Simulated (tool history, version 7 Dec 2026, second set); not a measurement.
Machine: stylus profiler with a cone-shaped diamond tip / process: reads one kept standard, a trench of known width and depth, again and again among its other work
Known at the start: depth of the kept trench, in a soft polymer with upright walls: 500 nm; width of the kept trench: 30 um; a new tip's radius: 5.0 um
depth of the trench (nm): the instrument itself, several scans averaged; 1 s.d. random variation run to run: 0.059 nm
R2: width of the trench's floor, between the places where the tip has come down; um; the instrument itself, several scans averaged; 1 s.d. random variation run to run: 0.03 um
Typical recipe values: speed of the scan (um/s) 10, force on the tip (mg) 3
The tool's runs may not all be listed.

run 1 hour=0 | speed_of_the_scan_(um/s)=10 force_on_the_tip_(mg)=3 | depth_of_the_trench_(nm)=508.24 R2=25.38
run 2 hour=20.4 | speed_of_the_scan_(um/s)=10 force_on_the_tip_(mg)=3 | depth_of_the_trench_(nm)=508.23 R2=25.42
run 3 hour=42.5 | speed_of_the_scan_(um/s)=10 force_on_the_tip_(mg)=3 | depth_of_the_trench_(nm)=508.16 R2=25.33
run 4 hour=59.2 | speed_of_the_scan_(um/s)=10 force_on_the_tip_(mg)=1.2 | depth_of_the_trench_(nm)=504.48 R2=25.34
run 5 hour=86.7 | speed_of_the_scan_(um/s)=10 force_on_the_tip_(mg)=1.2 | depth_of_the_trench_(nm)=504.62 R2=25.31
run 6 hour=114 | speed_of_the_scan_(um/s)=10 force_on_the_tip_(mg)=3.03 | depth_of_the_trench_(nm)=508.38 R2=25.3
run 7 hour=137.3 | speed_of_the_scan_(um/s)=10 force_on_the_tip_(mg)=3.03 | depth_of_the_trench_(nm)=508.36 R2=25.33
run 8 hour=149 | speed_of_the_scan_(um/s)=10 force_on_the_tip_(mg)=3 | depth_of_the_trench_(nm)=508.36 R2=25.31
run 9 hour=169.6 | speed_of_the_scan_(um/s)=10 force_on_the_tip_(mg)=3 | depth_of_the_trench_(nm)=508.29 R2=25.3
run 10 hour=190.1 | speed_of_the_scan_(um/s)=10 force_on_the_tip_(mg)=3 | depth_of_the_trench_(nm)=508.28 R2=25.31
run 11 hour=215.2 | speed_of_the_scan_(um/s)=10 force_on_the_tip_(mg)=1.66 | depth_of_the_trench_(nm)=505.66 R2=25.29
run 12 hour=236.4 | speed_of_the_scan_(um/s)=10 force_on_the_tip_(mg)=1.66 | depth_of_the_trench_(nm)=505.8 R2=25.22
run 13 hour=257.3 | speed_of_the_scan_(um/s)=10 force_on_the_tip_(mg)=1.66 | depth_of_the_trench_(nm)=505.77 R2=25.23
run 14 hour=280.4 | speed_of_the_scan_(um/s)=2 force_on_the_tip_(mg)=3 | depth_of_the_trench_(nm)=508.4 R2=25.27
run 15 hour=304.1 | speed_of_the_scan_(um/s)=2 force_on_the_tip_(mg)=3 | depth_of_the_trench_(nm)=508.38 R2=25.27
run 16 hour=320.8 | speed_of_the_scan_(um/s)=10 force_on_the_tip_(mg)=9 | depth_of_the_trench_(nm)=517.13 R2=25.25
run 17 hour=344.3 | speed_of_the_scan_(um/s)=10 force_on_the_tip_(mg)=9 | depth_of_the_trench_(nm)=517.2 R2=25.27
run 18 hour=356.3 | speed_of_the_scan_(um/s)=10 force_on_the_tip_(mg)=3 | depth_of_the_trench_(nm)=508.51 R2=25.24
run 19 hour=373.3 | speed_of_the_scan_(um/s)=10 force_on_the_tip_(mg)=3 | depth_of_the_trench_(nm)=508.47 R2=25.15
run 20 hour=397.5 | speed_of_the_scan_(um/s)=10 force_on_the_tip_(mg)=3 | depth_of_the_trench_(nm)=508.53 R2=25.16
run 21 hour=408.6 | speed_of_the_scan_(um/s)=10 force_on_the_tip_(mg)=3 | depth_of_the_trench_(nm)=508.57 R2=25.2
run 22 hour=425 | speed_of_the_scan_(um/s)=10 force_on_the_tip_(mg)=3 | depth_of_the_trench_(nm)=508.57 R2=25.18
run 23 hour=446.5 | speed_of_the_scan_(um/s)=10 force_on_the_tip_(mg)=3 | depth_of_the_trench_(nm)=508.5 R2=25.16
run 24 hour=473.9 | speed_of_the_scan_(um/s)=10 force_on_the_tip_(mg)=1.49 | depth_of_the_trench_(nm)=505.56 R2=25.05
run 25 hour=496.9 | speed_of_the_scan_(um/s)=18 force_on_the_tip_(mg)=4.52 | depth_of_the_trench_(nm)=511.11 R2=25.06
run 26 hour=520 | speed_of_the_scan_(um/s)=3 force_on_the_tip_(mg)=2.48 | depth_of_the_trench_(nm)=507.51 R2=25.15
run 27 hour=541.3 | speed_of_the_scan_(um/s)=3 force_on_the_tip_(mg)=2.48 | depth_of_the_trench_(nm)=507.62 R2=25.06
run 28 hour=555.1 | speed_of_the_scan_(um/s)=3 force_on_the_tip_(mg)=2.48 | depth_of_the_trench_(nm)=507.67 R2=25.15
run 29 hour=577.6 | speed_of_the_scan_(um/s)=11 force_on_the_tip_(mg)=1.36 | depth_of_the_trench_(nm)=505.25 R2=25.01
run 30 hour=591.5 | speed_of_the_scan_(um/s)=4 force_on_the_tip_(mg)=2.45 | depth_of_the_trench_(nm)=507.58 R2=25.13
run 31 hour=612.2 | speed_of_the_scan_(um/s)=4 force_on_the_tip_(mg)=8 | depth_of_the_trench_(nm)=516.05 R2=25.1
run 32 hour=632.9 | speed_of_the_scan_(um/s)=23 force_on_the_tip_(mg)=6.45 | depth_of_the_trench_(nm)=513.98 R2=25.03
run 33 hour=644.2 | speed_of_the_scan_(um/s)=5 force_on_the_tip_(mg)=7.28 | depth_of_the_trench_(nm)=515.18 R2=25.08
run 34 hour=660.5 | speed_of_the_scan_(um/s)=3 force_on_the_tip_(mg)=1.27 | depth_of_the_trench_(nm)=505.15 R2=25.09
run 35 hour=675.5 | speed_of_the_scan_(um/s)=3 force_on_the_tip_(mg)=1.27 | depth_of_the_trench_(nm)=505.23 R2=25.01
run 36 hour=695.7 | speed_of_the_scan_(um/s)=3 force_on_the_tip_(mg)=1.27 | depth_of_the_trench_(nm)=505.22 R2=25.06
run 37 hour=711.8 | speed_of_the_scan_(um/s)=5 force_on_the_tip_(mg)=3.33 | depth_of_the_trench_(nm)=509.35 R2=25.05
run 38 hour=737.1 | speed_of_the_scan_(um/s)=5 force_on_the_tip_(mg)=3.33 | depth_of_the_trench_(nm)=509.4 R2=25.06
run 39 hour=760.8 | speed_of_the_scan_(um/s)=16 force_on_the_tip_(mg)=3.33 | depth_of_the_trench_(nm)=509.36 R2=24.95
run 40 hour=783.7 | speed_of_the_scan_(um/s)=16 force_on_the_tip_(mg)=3.33 | depth_of_the_trench_(nm)=509.41 R2=24.97
run 41 hour=808.8 | speed_of_the_scan_(um/s)=16 force_on_the_tip_(mg)=3.33 | depth_of_the_trench_(nm)=509.33 R2=24.95
run 42 hour=833.5 | speed_of_the_scan_(um/s)=18 force_on_the_tip_(mg)=5.31 | depth_of_the_trench_(nm)=512.56 R2=24.91
run 43 hour=856.9 | speed_of_the_scan_(um/s)=6 force_on_the_tip_(mg)=3 | depth_of_the_trench_(nm)=508.77 R2=24.96
run 44 hour=878.4 | speed_of_the_scan_(um/s)=6 force_on_the_tip_(mg)=3 | depth_of_the_trench_(nm)=508.77 R2=24.96
run 45 hour=900.8 | speed_of_the_scan_(um/s)=11 force_on_the_tip_(mg)=3 | depth_of_the_trench_(nm)=508.76 R2=24.92
run 46 hour=924.7 | speed_of_the_scan_(um/s)=11 force_on_the_tip_(mg)=1.77 | depth_of_the_trench_(nm)=506.46 R2=24.88
run 47 hour=940.3 | speed_of_the_scan_(um/s)=11 force_on_the_tip_(mg)=1.77 | depth_of_the_trench_(nm)=506.31 R2=24.91

3 options for the next run, each taken on its own from the tool as it stands now. Forecast them:
run A hour=957.2 | speed_of_the_scan_(um/s)=2 force_on_the_tip_(mg)=1.11 | depth_of_the_trench_(nm)=? R2=?
run B hour=957.2 | speed_of_the_scan_(um/s)=13 force_on_the_tip_(mg)=1.92 | depth_of_the_trench_(nm)=? R2=?
run C hour=957.2 | speed_of_the_scan_(um/s)=11 force_on_the_tip_(mg)=7.53 | depth_of_the_trench_(nm)=? R2=?

run=A depth_of_the_trench_(nm)=504.94 R2=24.93
run=B depth_of_the_trench_(nm)=506.71 R2=24.87
run=C depth_of_the_trench_(nm)=515.65 R2=24.89
Take away the tool's hidden state, keep each run's random variation, and the runs would have read:
run=A depth_of_the_trench_(nm)=504.12 R2=25.64
run=B depth_of_the_trench_(nm)=505.89 R2=25.58
run=C depth_of_the_trench_(nm)=514.81 R2=25.6

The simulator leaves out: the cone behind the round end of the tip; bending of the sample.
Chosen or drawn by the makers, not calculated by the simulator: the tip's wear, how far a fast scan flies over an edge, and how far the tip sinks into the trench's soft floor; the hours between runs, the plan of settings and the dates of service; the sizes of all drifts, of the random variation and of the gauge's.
